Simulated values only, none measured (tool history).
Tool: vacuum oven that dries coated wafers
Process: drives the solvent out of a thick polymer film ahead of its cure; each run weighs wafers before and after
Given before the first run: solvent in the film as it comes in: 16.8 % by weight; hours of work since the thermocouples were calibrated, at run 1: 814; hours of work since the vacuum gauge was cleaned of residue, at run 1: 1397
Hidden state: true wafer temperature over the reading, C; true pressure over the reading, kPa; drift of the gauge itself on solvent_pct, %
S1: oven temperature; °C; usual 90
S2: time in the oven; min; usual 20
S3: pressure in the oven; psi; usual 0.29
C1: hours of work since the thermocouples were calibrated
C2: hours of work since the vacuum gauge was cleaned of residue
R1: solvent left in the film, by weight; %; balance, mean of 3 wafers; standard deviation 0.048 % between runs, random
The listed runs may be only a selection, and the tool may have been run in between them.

{"run": 1, "hour": 0.0, "S1": 90, "S2": 20, "S3": 0.29, "C1": 814, "C2": 1397, "R1": 3.1}
{"run": 2, "hour": 102.9, "S1": 90, "S2": 20, "S3": 0.29, "C1": 862, "C2": 1445, "R1": 3.15}
{"run": 3, "hour": 165.5, "S1": 90, "S2": 20, "S3": 0.29, "C1": 891, "C2": 1474, "R1": 3.18}
{"hour": 222.8, "done": "vacuum gauge cleaned of residue and calibrated"}
{"run": 4, "hour": 261.9, "S1": 90, "S2": 20, "S3": 0.41, "C1": 936, "C2": 18, "R1": 3.36}
{"run": 5, "hour": 335.3, "S1": 90, "S2": 20, "S3": 0.41, "C1": 970, "C2": 53, "R1": 3.47}
{"run": 6, "hour": 457.5, "S1": 90, "S2": 20, "S3": 0.41, "C1": 1028, "C2": 110, "R1": 3.43}
{"hour": 495.9, "done": "oven's thermocouples calibrated"}
{"run": 7, "hour": 569.8, "S1": 90, "S2": 20, "S3": 0.41, "C1": 35, "C2": 162, "R1": 3.08}
{"run": 8, "hour": 674.3, "S1": 90, "S2": 20, "S3": 0.793, "C1": 84, "C2": 211, "R1": 5.2}
{"run": 9, "hour": 787.3, "S1": 90, "S2": 20, "S3": 0.793, "C1": 137, "C2": 264, "R1": 5.12}
{"run": 10, "hour": 868.8, "S1": 90, "S2": 20, "S3": 0.793, "C1": 175, "C2": 302, "R1": 5.18}
{"run": 11, "hour": 942.9, "S1": 90, "S2": 20, "S3": 0.29, "C1": 210, "C2": 337, "R1": 2.42}
{"run": 12, "hour": 1018.7, "S1": 90, "S2": 20, "S3": 0.29, "C1": 245, "C2": 372, "R1": 2.53}
{"run": 13, "hour": 1098.8, "S1": 90, "S2": 20, "S3": 0.29, "C1": 283, "C2": 410, "R1": 2.57}
{"run": 14, "hour": 1167.6, "S1": 90, "S2": 12, "S3": 0.392, "C1": 315, "C2": 442, "R1": 4.55}
{"run": 15, "hour": 1252.8, "S1": 93, "S2": 15, "S3": 0.197, "C1": 355, "C2": 482, "R1": 1.98}
{"run": 16, "hour": 1356.0, "S1": 83, "S2": 14, "S3": 0.682, "C1": 403, "C2": 530, "R1": 8.26}
{"run": 17, "hour": 1465.1, "S1": 90, "S2": 27, "S3": 0.231, "C1": 454, "C2": 581, "R1": 1.82}
{"run": 18, "hour": 1539.3, "S1": 90, "S2": 27, "S3": 0.231, "C1": 489, "C2": 616, "R1": 1.88}
{"run": 19, "hour": 1663.0, "S1": 90, "S2": 27, "S3": 0.231, "C1": 547, "C2": 674, "R1": 1.89}
{"run": 20, "hour": 1717.8, "S1": 87, "S2": 27, "S3": 0.631, "C1": 573, "C2": 700, "R1": 4.88}
{"run": 21, "hour": 1790.0, "S1": 95, "S2": 30, "S3": 0.205, "C1": 607, "C2": 734, "R1": 1.27}
{"run": 22, "hour": 1900.0, "S1": 95, "S2": 30, "S3": 0.205, "C1": 658, "C2": 785, "R1": 1.23}
{"run": 23, "hour": 2004.7, "S1": 100, "S2": 20, "S3": 0.173, "C1": 707, "C2": 834, "R1": 0.95}
{"run": 24, "hour": 2126.1, "S1": 100, "S2": 20, "S3": 0.173, "C1": 764, "C2": 891, "R1": 0.93}
{"run": 25, "hour": 2244.5, "S1": 100, "S2": 20, "S3": 0.173, "C1": 820, "C2": 947, "R1": 1}

Branching from run 25: 4 alternative next runs. What would each branch give?
{"run": "A", "hour": 2300.3, "S1": 90, "S2": 20, "S3": 0.521, "C1": 846, "C2": 973, "R1": "?"}
{"run": "B", "hour": 2300.3, "S1": 102, "S2": 30, "S3": 0.29, "C1": 846, "C2": 973, "R1": "?"}
{"run": "C", "hour": 2300.3, "S1": 100, "S2": 14, "S3": 0.67, "C1": 846, "C2": 973, "R1": "?"}
{"run": "D", "hour": 2300.3, "S1": 90, "S2": 12, "S3": 0.29, "C1": 846, "C2": 973, "R1": "?"}

run=A R1=4.38
run=B R1=1.29
run=C R1=3.35
run=D R1=4.54
The same runs, with their run-to-run variation unchanged, on a tool lacking any hidden condition would have given:
run=A R1=3.66
run=B R1=1.03
run=C R1=2.88
run=D R1=3.73
